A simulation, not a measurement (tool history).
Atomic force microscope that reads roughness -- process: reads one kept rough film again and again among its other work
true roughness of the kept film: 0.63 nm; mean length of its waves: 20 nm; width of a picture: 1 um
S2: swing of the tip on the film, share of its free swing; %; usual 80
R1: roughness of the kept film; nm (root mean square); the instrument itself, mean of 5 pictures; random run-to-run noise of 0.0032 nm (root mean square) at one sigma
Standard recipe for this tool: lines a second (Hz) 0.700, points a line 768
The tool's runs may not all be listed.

{"run": 1, "day": 0.0, "lines a second (Hz)": 0.7, "S2": 80, "points a line": 768, "R1": 0.562}
{"run": 2, "day": 0.233, "lines a second (Hz)": 3.562, "S2": 80, "points a line": 768, "R1": 0.468}
{"run": 3, "day": 0.467, "lines a second (Hz)": 0.7, "S2": 80, "points a line": 301, "R1": 0.552}
{"run": 4, "day": 0.762, "lines a second (Hz)": 2.127, "S2": 80, "points a line": 768, "R1": 0.515}
{"run": 5, "day": 1.025, "lines a second (Hz)": 2.127, "S2": 80, "points a line": 768, "R1": 0.506}
{"run": 6, "day": 1.267, "lines a second (Hz)": 1.592, "S2": 80, "points a line": 768, "R1": 0.529}
{"run": 7, "day": 1.475, "lines a second (Hz)": 1.578, "S2": 80, "points a line": 768, "R1": 0.525}
{"run": 8, "day": 1.704, "lines a second (Hz)": 1.578, "S2": 80, "points a line": 768, "R1": 0.527}
{"run": 9, "day": 1.938, "lines a second (Hz)": 1.578, "S2": 80, "points a line": 768, "R1": 0.534}
{"run": 10, "day": 2.271, "lines a second (Hz)": 1.578, "S2": 80, "points a line": 768, "R1": 0.526}
{"run": 11, "day": 2.542, "lines a second (Hz)": 1.578, "S2": 80, "points a line": 768, "R1": 0.525}
{"run": 12, "day": 2.846, "lines a second (Hz)": 1.578, "S2": 80, "points a line": 768, "R1": 0.522}
{"run": 13, "day": 3.125, "lines a second (Hz)": 1.578, "S2": 80, "points a line": 768, "R1": 0.527}
{"run": 14, "day": 3.475, "lines a second (Hz)": 0.7, "S2": 80, "points a line": 768, "R1": 0.563}
{"run": 15, "day": 3.767, "lines a second (Hz)": 0.7, "S2": 80, "points a line": 768, "R1": 0.56}
{"run": 16, "day": 3.929, "lines a second (Hz)": 0.7, "S2": 80, "points a line": 302, "R1": 0.545}
{"run": 17, "day": 4.288, "lines a second (Hz)": 0.7, "S2": 75, "points a line": 768, "R1": 0.567}
{"run": 18, "day": 4.608, "lines a second (Hz)": 1.771, "S2": 80, "points a line": 768, "R1": 0.518}
{"run": 19, "day": 4.779, "lines a second (Hz)": 1.771, "S2": 80, "points a line": 768, "R1": 0.521}
{"run": 20, "day": 5.071, "lines a second (Hz)": 1.771, "S2": 80, "points a line": 768, "R1": 0.513}
{"run": 21, "day": 5.296, "lines a second (Hz)": 1.385, "S2": 57, "points a line": 430, "R1": 0.569}
{"run": 22, "day": 5.462, "lines a second (Hz)": 2.035, "S2": 63, "points a line": 256, "R1": 0.536}
{"run": 23, "day": 5.783, "lines a second (Hz)": 2.035, "S2": 63, "points a line": 968, "R1": 0.556}
{"run": 24, "day": 5.954, "lines a second (Hz)": 2.035, "S2": 63, "points a line": 968, "R1": 0.559}
{"run": 25, "day": 6.2, "lines a second (Hz)": 2.082, "S2": 84, "points a line": 607, "R1": 0.496}
{"run": 26, "day": 6.371, "lines a second (Hz)": 2.082, "S2": 84, "points a line": 607, "R1": 0.492}
{"run": 27, "day": 6.612, "lines a second (Hz)": 3.205, "S2": 56, "points a line": 363, "R1": 0.554}
{"run": 28, "day": 6.946, "lines a second (Hz)": 1.606, "S2": 62, "points a line": 981, "R1": 0.568}
{"run": 29, "day": 7.133, "lines a second (Hz)": 1.606, "S2": 62, "points a line": 981, "R1": 0.566}
{"run": 30, "day": 7.496, "lines a second (Hz)": 0.842, "S2": 80, "points a line": 768, "R1": 0.554}
{"run": 31, "day": 7.783, "lines a second (Hz)": 0.842, "S2": 80, "points a line": 768, "R1": 0.554}
{"run": 32, "day": 8.142, "lines a second (Hz)": 0.842, "S2": 80, "points a line": 768, "R1": 0.55}
{"run": 33, "day": 8.425, "lines a second (Hz)": 0.842, "S2": 80, "points a line": 768, "R1": 0.558}
{"run": 34, "day": 8.604, "lines a second (Hz)": 1.28, "S2": 67, "points a line": 396, "R1": 0.56}
{"run": 35, "day": 8.9, "lines a second (Hz)": 0.651, "S2": 76, "points a line": 393, "R1": 0.558}
{"run": 36, "day": 9.208, "lines a second (Hz)": 2.171, "S2": 72, "points a line": 898, "R1": 0.535}
{"run": 37, "day": 9.45, "lines a second (Hz)": 0.772, "S2": 89, "points a line": 335, "R1": 0.532}
{"run": 38, "day": 9.667, "lines a second (Hz)": 0.659, "S2": 64, "points a line": 322, "R1": 0.566}
{"run": 39, "day": 9.95, "lines a second (Hz)": 1.357, "S2": 70, "points a line": 721, "R1": 0.553}

5 ways to go on from here, each from the tool as it stands after run 39. What would each give?
{"run": "A", "day": 10.262, "lines a second (Hz)": 1.357, "S2": 70, "points a line": 383, "R1": "?"}
{"run": "B", "day": 10.262, "lines a second (Hz)": 2.266, "S2": 70, "points a line": 721, "R1": "?"}
{"run": "C", "day": 10.262, "lines a second (Hz)": 2.085, "S2": 65, "points a line": 721, "R1": "?"}
{"run": "D", "day": 10.262, "lines a second (Hz)": 0.7, "S2": 62, "points a line": 502, "R1": "?"}
{"run": "E", "day": 10.262, "lines a second (Hz)": 0.55, "S2": 66, "points a line": 721, "R1": "?"}

run=A R1=0.547
run=B R1=0.533
run=C R1=0.551
run=D R1=0.574
run=E R1=0.578
The same runs, with their run-to-run variation unchanged, on a tool lacking any hidden condition would have given:
run=A R1=0.549
run=B R1=0.535
run=C R1=0.553
run=D R1=0.576
run=E R1=0.580

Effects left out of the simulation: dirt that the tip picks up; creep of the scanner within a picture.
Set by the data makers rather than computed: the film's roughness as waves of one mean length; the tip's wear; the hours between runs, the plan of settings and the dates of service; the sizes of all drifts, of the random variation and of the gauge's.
